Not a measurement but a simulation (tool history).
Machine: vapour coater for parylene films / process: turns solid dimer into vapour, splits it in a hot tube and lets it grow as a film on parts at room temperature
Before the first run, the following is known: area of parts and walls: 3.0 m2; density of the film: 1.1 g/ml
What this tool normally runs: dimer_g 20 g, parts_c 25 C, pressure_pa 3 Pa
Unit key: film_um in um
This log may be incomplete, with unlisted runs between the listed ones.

Run 1, hour 0: usual settings. Result: film_um 4.87 um.
Run 2, hour 21: usual settings. Result: film_um 4.81 um.
Run 3, hour 52.7: usual settings. Result: film_um 4.73 um.
Run 4, hour 84.4: usual settings. Result: film_um 4.85 um.
Run 5, hour 112.1: usual settings. Result: film_um 4.75 um.
Run 6, hour 146.4: usual settings. Result: film_um 4.79 um.
Run 7, hour 175.4: usual settings. Result: film_um 4.73 um.
Run 8, hour 202.5: usual settings. Result: film_um 4.78 um.
Run 9, hour 226: usual settings but dimer_g 9 g. Result: film_um 2.13 um.
Run 10, hour 246.2: usual settings but parts_c 18 C. Result: film_um 5.19 um.
Run 11, hour 281.1: usual settings but parts_c 18 C. Result: film_um 5.18 um.
Run 12, hour 296.7: usual settings but parts_c 18 C. Result: film_um 5.15 um.
Run 13, hour 320: usual settings but pressure_pa 8.96 Pa. Result: film_um 4.21 um.
Run 14, hour 348.9: usual settings but pressure_pa 8.96 Pa. Result: film_um 4.2 um.
Run 15, hour 373.2: usual settings but pressure_pa 8.96 Pa. Result: film_um 4.23 um.
At hour 401.1: trap's valve overhauled.
Run 16, hour 403.9: usual settings but pressure_pa 8.96 Pa. Result: film_um 4.07 um.
Run 17, hour 427.7: usual settings but pressure_pa 8.96 Pa. Result: film_um 4.03 um.
Run 18, hour 462: usual settings but pressure_pa 2.58 Pa. Result: film_um 4.58 um.
Run 19, hour 491: usual settings but pressure_pa 2.58 Pa. Result: film_um 4.45 um.
At hour 501.8: trap's valve overhauled, once more.
Run 20, hour 515.9: usual settings but pressure_pa 3.2 Pa. Result: film_um 4.97 um.
Run 21, hour 534.3: usual settings but pressure_pa 3.2 Pa. Result: film_um 4.94 um.
Run 22, hour 560.5: usual settings but pressure_pa 3.2 Pa. Result: film_um 4.9 um.
Run 23, hour 579.5: usual settings but pressure_pa 3.2 Pa. Result: film_um 4.98 um.
Run 24, hour 605.8: usual settings but dimer_g 11 g. Result: film_um 2.75 um.
Run 25, hour 642.4: usual settings but dimer_g 19 g, parts_c 21 C, pressure_pa 5.33 Pa. Result: film_um 4.67 um.
Run 26, hour 660.1: usual settings but dimer_g 35 g, pressure_pa 5.33 Pa. Result: film_um 8.1 um.
Run 27, hour 679.1: usual settings but dimer_g 35 g, parts_c 24 C, pressure_pa 3.06 Pa. Result: film_um 8.7 um.
Run 28, hour 711.1: usual settings but dimer_g 13 g, parts_c 35 C, pressure_pa 2.65 Pa. Result: film_um 2.73 um.
Run 29, hour 733.8: usual settings but dimer_g 21 g, parts_c 35 C, pressure_pa 2.76 Pa. Result: film_um 4.39 um.
Run 30, hour 756.7: usual settings but dimer_g 30 g, parts_c 35 C, pressure_pa 6.05 Pa. Result: film_um 5.86 um.
Run 31, hour 774.5: usual settings but dimer_g 22 g, parts_c 24 C, pressure_pa 6.05 Pa. Result: film_um 5.08 um.
Run 32, hour 798.2: usual settings but dimer_g 12 g, parts_c 18 C, pressure_pa 3.54 Pa. Result: film_um 3.18 um.
Run 33, hour 816.5: usual settings but dimer_g 25 g, parts_c 22 C, pressure_pa 3.54 Pa. Result: film_um 6.15 um.
Run 34, hour 838.3: usual settings but dimer_g 25 g, parts_c 22 C, pressure_pa 3.54 Pa. Result: film_um 6.15 um.
Run 35, hour 865.3: usual settings but pressure_pa 6.11 Pa. Result: film_um 4.5 um.
Run 36, hour 893.9: usual settings but pressure_pa 6.11 Pa. Result: film_um 4.46 um.
Run 37, hour 924: usual settings but pressure_pa 6.11 Pa. Result: film_um 4.44 um.
Run 38, hour 958.1: usual settings but parts_c 19 C, pressure_pa 2.13 Pa. Result: film_um 5.27 um.
Run 39, hour 992.9: usual settings but parts_c 19 C, pressure_pa 2.13 Pa. Result: film_um 5.24 um.
Run 40, hour 1022.4: usual settings but dimer_g 16 g, parts_c 22 C, pressure_pa 3.67 Pa. Result: film_um 3.8 um.
At hour 1036.5: trap's valve overhauled.
Run 41, hour 1061.4: usual settings but dimer_g 16 g, parts_c 22 C, pressure_pa 3.67 Pa. Result: film_um 4.08 um.
Run 42, hour 1094.4: usual settings but parts_c 21 C, pressure_pa 4.26 Pa. Result: film_um 5.17 um.
Run 43, hour 1120.8: usual settings but parts_c 21 C, pressure_pa 4.26 Pa. Result: film_um 5.14 um.
Run 44, hour 1138.8: usual settings but dimer_g 12 g, parts_c 24 C, pressure_pa 2.33 Pa. Result: film_um 3.1 um.
Run 45, hour 1176.2: usual settings but dimer_g 12 g, parts_c 24 C, pressure_pa 2.33 Pa. Result: film_um 3.09 um.
Run 46, hour 1194.8: usual settings but dimer_g 9 g, parts_c 24 C, pressure_pa 5.58 Pa. Result: film_um 2.12 um.

Forecast each of these 3 alternatives for the next run:
At hour 1203.3: table's thermometer calibrated.
Run A, hour 1216: usual settings but dimer_g 8 g, parts_c 17 C, pressure_pa 6.11 Pa. Result: film_um ?.
At hour 1203.3: table's thermometer calibrated.
Run B, hour 1216: usual settings but parts_c 24 C, pressure_pa 7.44 Pa. Result: film_um ?.
At hour 1203.3: table's thermometer calibrated.
Run C, hour 1216: usual settings but pressure_pa 3.23 Pa. Result: film_um ?.

run  film_um
  A        2
  B     4.54
  C     4.85
Had the tool no hidden state, the same runs would have come out as:
run  film_um
  A     2.06
  B     4.66
  C     4.97
